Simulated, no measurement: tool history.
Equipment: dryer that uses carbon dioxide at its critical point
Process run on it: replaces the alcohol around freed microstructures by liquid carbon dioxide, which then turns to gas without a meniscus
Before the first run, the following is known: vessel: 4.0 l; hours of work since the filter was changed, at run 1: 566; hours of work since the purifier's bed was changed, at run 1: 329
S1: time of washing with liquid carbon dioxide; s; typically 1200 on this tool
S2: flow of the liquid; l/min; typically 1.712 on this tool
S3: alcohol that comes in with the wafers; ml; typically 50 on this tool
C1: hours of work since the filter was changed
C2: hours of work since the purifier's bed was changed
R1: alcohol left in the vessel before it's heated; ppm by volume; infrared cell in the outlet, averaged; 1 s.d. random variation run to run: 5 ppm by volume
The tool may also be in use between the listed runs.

Run 1, hour 0: usual settings; C1 566; C2 329. Result: R1 106 ppm by volume.
Run 2, hour 15.9: usual settings but S1 1020 s; C1 575; C2 338. Result: R1 159 ppm by volume.
Run 3, hour 26.6: usual settings but S1 1020 s; C1 581; C2 344. Result: R1 159 ppm by volume.
Run 4, hour 38: usual settings; C1 588; C2 350. Result: R1 110 ppm by volume.
At hour 48.7: inlet filter changed.
Run 5, hour 48.7: usual settings but S1 1440 s; C1 0; C2 356. Result: R1 65 ppm by volume.
Run 6, hour 67.5: usual settings; C1 11; C2 367. Result: R1 87 ppm by volume.
Run 7, hour 81.9: usual settings; C1 19; C2 375. Result: R1 80 ppm by volume.
Run 8, hour 96.2: usual settings; C1 27; C2 383. Result: R1 96 ppm by volume.
Run 9, hour 111: usual settings; C1 36; C2 391. Result: R1 88 ppm by volume.
Run 10, hour 127.7: usual settings; C1 45; C2 401. Result: R1 91 ppm by volume.
Run 11, hour 137: usual settings; C1 51; C2 406. Result: R1 88 ppm by volume.
Run 12, hour 154.3: usual settings; C1 60; C2 416. Result: R1 88 ppm by volume.
Run 13, hour 166.7: usual settings; C1 68; C2 423. Result: R1 90 ppm by volume.
Run 14, hour 177.6: usual settings but S2 1.05 l/min; C1 74; C2 430. Result: R1 294 ppm by volume.
Run 15, hour 188: usual settings but S2 1.78 l/min; C1 80; C2 436. Result: R1 93 ppm by volume.
Run 16, hour 204.8: usual settings but S2 1.9 l/min; C1 89; C2 445. Result: R1 96 ppm by volume.
Run 17, hour 219.2: usual settings but S1 840 s, S2 1.78 l/min, S3 107 ml; C1 98; C2 453. Result: R1 288 ppm by volume.
Run 18, hour 237.4: usual settings but S1 840 s, S2 1.78 l/min, S3 107 ml; C1 108; C2 464. Result: R1 288 ppm by volume.
Run 19, hour 245.9: usual settings but S1 840 s, S2 1.78 l/min, S3 107 ml; C1 113; C2 469. Result: R1 306 ppm by volume.
Run 20, hour 256.3: usual settings but S1 840 s, S2 1.22 l/min, S3 70 ml; C1 119; C2 475. Result: R1 758 ppm by volume.
Run 21, hour 266.2: usual settings but S1 960 s, S2 1.26 l/min, S3 70 ml; C1 124; C2 480. Result: R1 457 ppm by volume.
Run 22, hour 278.4: usual settings but S1 1560 s, S2 1.26 l/min, S3 70 ml; C1 131; C2 487. Result: R1 121 ppm by volume.
Run 23, hour 296.4: usual settings but S1 1560 s, S2 2.69 l/min; C1 142; C2 498. Result: R1 92 ppm by volume.
Run 24, hour 309.4: usual settings but S1 1560 s, S2 2.69 l/min; C1 149; C2 505. Result: R1 88 ppm by volume.
Run 25, hour 326: usual settings but S2 1.11 l/min, S3 32 ml; C1 159; C2 514. Result: R1 207 ppm by volume.
Run 26, hour 334.6: usual settings but S2 1.11 l/min, S3 32 ml; C1 164; C2 519. Result: R1 217 ppm by volume.
Run 27, hour 344.5: usual settings but S1 1080 s, S2 1.72 l/min, S3 111 ml; C1 169; C2 525. Result: R1 171 ppm by volume.
Run 28, hour 358.8: usual settings but S1 1080 s, S2 1.72 l/min, S3 111 ml; C1 177; C2 533. Result: R1 169 ppm by volume.

How would selected steps in R1 from run to run divide? Give the signed amount a tool lacking its hidden state would still show from settings, what came in and random variation, and the signed amount left for the hidden state, including any gauge scatter that is not in both of the compared results.
Hidden conditions of the tool in this case: flow that reaches the vessel past the clogged filter, %; alcohol in the recycled carbon dioxide, ppm; drift of the gauge itself on alcohol_ppm, %.
Run 19 -> 20: S2 1.78 -> 1.22, S3 107 -> 70. R1 +452 ppm by volume: hidden state +45, all else +407.
Run 21 -> 22: S1 960 -> 1560. R1 -336 ppm by volume: hidden state -43, all else -293.
